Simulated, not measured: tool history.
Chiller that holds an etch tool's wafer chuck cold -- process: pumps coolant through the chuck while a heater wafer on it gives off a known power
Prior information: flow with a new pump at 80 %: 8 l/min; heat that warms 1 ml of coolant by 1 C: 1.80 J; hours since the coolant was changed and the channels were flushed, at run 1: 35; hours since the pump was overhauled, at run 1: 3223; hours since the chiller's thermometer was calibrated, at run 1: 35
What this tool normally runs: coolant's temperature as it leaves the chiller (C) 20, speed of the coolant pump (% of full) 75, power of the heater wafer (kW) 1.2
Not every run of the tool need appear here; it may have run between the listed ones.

| run | hour | coolant's temperature as it leaves the chiller (C) | speed of the coolant pump (% of full) | power of the heater wafer (kW) | hours since the coolant was changed and the channels were flushed | hours since the pump was overhauled | hours since the chiller's thermometer was calibrated | chuck's temperature once it has settled (C) | how much warmer the coolant comes back (C) |
|---|---|---|---|---|---|---|---|---|---|
| 1 | 0 | 20 | 75 | 1.2 | 35 | 3223 | 35 | 29.3 | 5.36 |
| 2 | 100.5 | 20 | 75 | 0.637 | 135 | 3323 | 135 | 24.6 | 2.89 |
| 3 | 188.3 | 20 | 75 | 0.637 | 223 | 3411 | 223 | 24.8 | 2.85 |
| 4 | 275.7 | 20 | 75 | 0.637 | 310 | 3498 | 310 | 24.7 | 2.82 |
| 5 | 372 | 20 | 75 | 0.637 | 406 | 3595 | 406 | 24.7 | 2.86 |
| 6 | 464.6 | 20 | 75 | 0.637 | 499 | 3687 | 499 | 25.1 | 2.9 |
| 7 | 536 | 20 | 75 | 1.2 | 571 | 3759 | 571 | 29.1 | 5.42 |
| 8 | 621.7 | 20 | 75 | 1.2 | 656 | 3844 | 656 | 29.1 | 5.41 |
| 9 | 689.7 | 20 | 75 | 1.2 | 724 | 3912 | 724 | 29 | 5.4 |
| 10 | 751 | 20 | 75 | 1.2 | 786 | 3974 | 786 | 29.1 | 5.4 |
| 11 | 849.2 | 20 | 75 | 1.2 | 884 | 4072 | 884 | 29.1 | 5.38 |
| 12 | 945.3 | 20 | 75 | 1.2 | 980 | 4168 | 980 | 29.1 | 5.42 |
| 13 | 1001.8 | 20 | 75 | 1.2 | 1036 | 4224 | 1036 | 29.1 | 5.46 |
| 14 | 1079.6 | 20 | 75 | 1.2 | 1114 | 4302 | 1114 | 29 | 5.57 |
| 15 | 1145.9 | 20 | 73 | 1.2 | 1180 | 4369 | 1180 | 29.3 | 5.64 |
| 16 | 1203.2 | 17 | 70 | 0.713 | 1238 | 4426 | 1238 | 22.7 | 3.57 |
| 17 | 1286.4 | 20 | 68 | 1.2 | 1321 | 4509 | 1321 | 29.9 | 6.09 |
| 18 | 1367.6 | 24 | 75 | 1.784 | 1402 | 4590 | 1402 | 37.5 | 8.14 |
| 19 | 1449.1 | 24 | 75 | 1.784 | 1484 | 4672 | 1484 | 37.5 | 8.1 |
| 20 | 1521.2 | 21 | 65 | 1.755 | 1556 | 4744 | 1556 | 36 | 9.17 |
| 21 | 1569.7 | 20 | 62 | 1.592 | 1604 | 4792 | 1604 | 34.2 | 8.77 |
| 22 | 1649.4 | 24 | 92 | 1.247 | 1684 | 4872 | 1684 | 32.3 | 4.68 |
| 23 | 1710.6 | 24 | 92 | 1.247 | 1745 | 4933 | 1745 | 32.1 | 4.67 |
| 24 | 1799.5 | 19 | 75 | 1.233 | 1834 | 5022 | 1834 | 28.4 | 5.66 |
| 25 | 1878.1 | 27 | 75 | 0.937 | 1913 | 5101 | 1913 | 34.3 | 4.35 |
| 26 | 1933.1 | 11 | 63 | 1.2 | 1968 | 5156 | 1968 | 21.5 | 6.6 |
| 27 | 1995.6 | 11 | 63 | 1.2 | 2030 | 5218 | 2030 | 21.4 | 6.62 |
| 28 | 2075 | 11 | 61 | 0.975 | 2110 | 5298 | 2110 | 19.8 | 5.54 |
| 29 | 2159.6 | 30 | 71 | 0.975 | 2194 | 5382 | 2194 | 37.6 | 4.82 |

Forecast each of these 4 alternatives for the next run:
| A | 2233 | 21 | 93 | 1.381 | 2267 | 5456 | 2267 | ? | ? |
| B | 2233 | 20 | 80 | 0.836 | 2267 | 5456 | 2267 | ? | ? |
| C | 2233 | 30 | 71 | 0.877 | 2267 | 5456 | 2267 | ? | ? |
| D | 2233 | 20 | 88 | 0.681 | 2267 | 5456 | 2267 | ? | ? |

| run | chuck's temperature once it has settled (C) | how much warmer the coolant comes back (C) |
|---|---|---|
| A | 29.8 | 5.15 |
| B | 26.1 | 3.7 |
| C | 37 | 4.35 |
| D | 24.5 | 2.8 |
Stripped of hidden state, with their random variation kept, the same runs would have yielded:
| run | chuck's temperature once it has settled (C) | how much warmer the coolant comes back (C) |
|---|---|---|
| A | 29.8 | 4.91 |
| B | 26 | 3.47 |
| C | 36.9 | 4.12 |
| D | 24.5 | 2.58 |
